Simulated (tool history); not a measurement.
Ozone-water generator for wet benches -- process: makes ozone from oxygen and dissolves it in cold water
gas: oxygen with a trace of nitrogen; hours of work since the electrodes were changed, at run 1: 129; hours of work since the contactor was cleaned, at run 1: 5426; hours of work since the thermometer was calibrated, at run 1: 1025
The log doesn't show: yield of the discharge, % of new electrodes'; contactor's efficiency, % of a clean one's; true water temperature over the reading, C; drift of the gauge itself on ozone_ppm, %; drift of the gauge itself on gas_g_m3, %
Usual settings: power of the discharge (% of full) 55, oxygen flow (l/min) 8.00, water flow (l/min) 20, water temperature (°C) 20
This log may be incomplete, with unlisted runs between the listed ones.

run	hour	power of the discharge (% of full)	oxygen flow (l/min)	water flow (l/min)	water temperature (°C)	hours of work since the electrodes were changed	hours of work since the contactor was cleaned	hours of work since the thermometer was calibrated	dissolved ozone (ppm)	ozone in the gas ahead of the water (g/m3)
1	0.0	55	8.00	20	20	129	5426	1025	32.4	222.3
2	33.4	55	8.00	20	20	152	5449	1047	32.3	221.4
3	60.0	55	8.00	20	20	170	5467	1065	31.9	222.2
4	93.9	55	8.00	20	20	193	5490	1088	32.3	225.1
5	111.2	55	8.00	20	20	205	5502	1100	31.9	222.8
6	133.8	55	8.00	20	20	220	5517	1116	32.1	222.7
7	167.0	63	8.00	20	20	243	5540	1138	34.7	237.9
8	188.9	63	8.00	20	20	258	5555	1153	34.5	238.7
9	226.2	63	8.00	20	20	283	5580	1179	34.7	239.0
10	263.0	55	8.00	20	20	308	5605	1204	31.9	221.9
11	280.6	55	8.00	20	20	320	5617	1216	31.8	223.1
12	317.6	55	8.00	20	20	346	5642	1241	31.6	221.4
13	360.4	55	8.00	20	20	375	5671	1270	32.2	220.1
14	382.7	55	8.00	20	20	390	5687	1285	31.9	222.0
15	415.5	85	14.15	24	20	412	5709	1308	38.2	231.8
16	449.8	57	8.44	17	14	436	5732	1331	40.2	221.6
# hour 452.5: water thermometer calibrated
17	489.1	78	6.96	20	15	462	5759	25	40.3	275.5
18	530.3	55	4.37	20	20	490	5787	53	28.3	265.0
19	551.4	75	11.41	20	20	504	5801	67	38.6	232.7
20	577.0	75	11.41	20	20	522	5819	85	38.6	234.2
# hour 586.4: water thermometer calibrated, once more
21	613.7	42	11.41	20	25	547	5843	19	25.2	172.8
22	638.4	42	11.41	20	25	563	5860	35	25.5	170.7
23	656.5	55	8.00	20	27	576	5872	48	28.0	219.4
24	682.4	57	12.31	20	20	593	5890	65	33.2	193.7
25	709.2	49	12.31	20	13	612	5908	84	35.7	181.0
26	737.7	49	12.31	20	13	631	5928	103	35.5	181.9
27	759.1	84	12.31	13	13	646	5942	118	57.7	240.9

How would selected steps in dissolved ozone (ppm) from run to run divide? Give the signed amount a tool lacking its hidden state would still show from settings, what came in and random variation, and the signed amount left for the hidden state, including any gauge scatter that is not in both of the compared results.
Run 14 -> 15: power of the discharge (% of full) 55 -> 85, oxygen flow (l/min) 8.00 -> 14.15, water flow (l/min) 20 -> 24. dissolved ozone (ppm) +6.3: hidden state -0.4, all else +6.7.
Run 20 -> 21: power of the discharge (% of full) 75 -> 42, water temperature (°C) 20 -> 25, water thermometer calibrated, once more. dissolved ozone (ppm) -13.4: hidden state +0.4, all else -13.8.
Run 26 -> 27: power of the discharge (% of full) 49 -> 84, water flow (l/min) 20 -> 13. dissolved ozone (ppm) +22.2: hidden state -0.5, all else +22.7.
